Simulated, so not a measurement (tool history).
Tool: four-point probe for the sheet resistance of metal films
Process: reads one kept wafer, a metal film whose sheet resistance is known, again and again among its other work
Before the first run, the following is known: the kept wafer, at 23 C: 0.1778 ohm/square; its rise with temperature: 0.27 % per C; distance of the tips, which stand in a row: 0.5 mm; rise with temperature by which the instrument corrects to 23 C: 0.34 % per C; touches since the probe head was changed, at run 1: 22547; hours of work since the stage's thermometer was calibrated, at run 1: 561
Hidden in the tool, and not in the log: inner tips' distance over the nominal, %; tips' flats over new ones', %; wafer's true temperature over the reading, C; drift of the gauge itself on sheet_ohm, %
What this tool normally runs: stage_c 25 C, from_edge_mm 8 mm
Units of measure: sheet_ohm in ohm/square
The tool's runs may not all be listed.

| run | hour | stage_c | from_edge_mm | touches since the probe head was changed | hours of work since the stage's thermometer was calibrated | sheet_ohm |
|---|---|---|---|---|---|---|
| 1 | 0 | 25 | 8 | 22547 | 561 | 0.177875 |
| 2 | 23.6 | 25 | 8 | 23446 | 576 | 0.177963 |
| 3 | 46.8 | 25 | 8 | 24326 | 591 | 0.17794 |
| 4 | 62 | 25 | 8 | 24903 | 601 | 0.177937 |
| 5 | 93.1 | 25 | 8 | 26085 | 621 | 0.177955 |
| 6 | 121.5 | 25 | 8 | 27166 | 639 | 0.177967 |
| 7 | 151.1 | 25 | 8 | 28291 | 658 | 0.17798 |
| 8 | 179.7 | 25 | 48 | 29377 | 676 | 0.177611 |
| 9 | 192.9 | 28 | 8 | 29880 | 684 | 0.177615 |
| 10 | 211 | 24 | 8 | 30567 | 696 | 0.178103 |
| 11 | 237.1 | 25 | 16 | 31559 | 713 | 0.177674 |
| 12 | 255.6 | 25 | 16 | 32261 | 724 | 0.177695 |
| 13 | 271 | 25 | 16 | 32849 | 734 | 0.177704 |
| 14 | 289.4 | 20 | 21 | 33547 | 746 | 0.17825 |
| 15 | 302.1 | 20 | 19 | 34032 | 754 | 0.178257 |
| 16 | 315.2 | 20 | 40 | 34528 | 763 | 0.178197 |

The next listed run, before its measurement:
| 17 | 329.5 | 20 | 40 | 35074 | 772 | ? |

{"run 17": {"sheet_ohm": 0.178178}}
Take away the tool's hidden state, keep the run-to-run variation as it was, and the same run would have given sheet_ohm 0.17817 ohm/square.
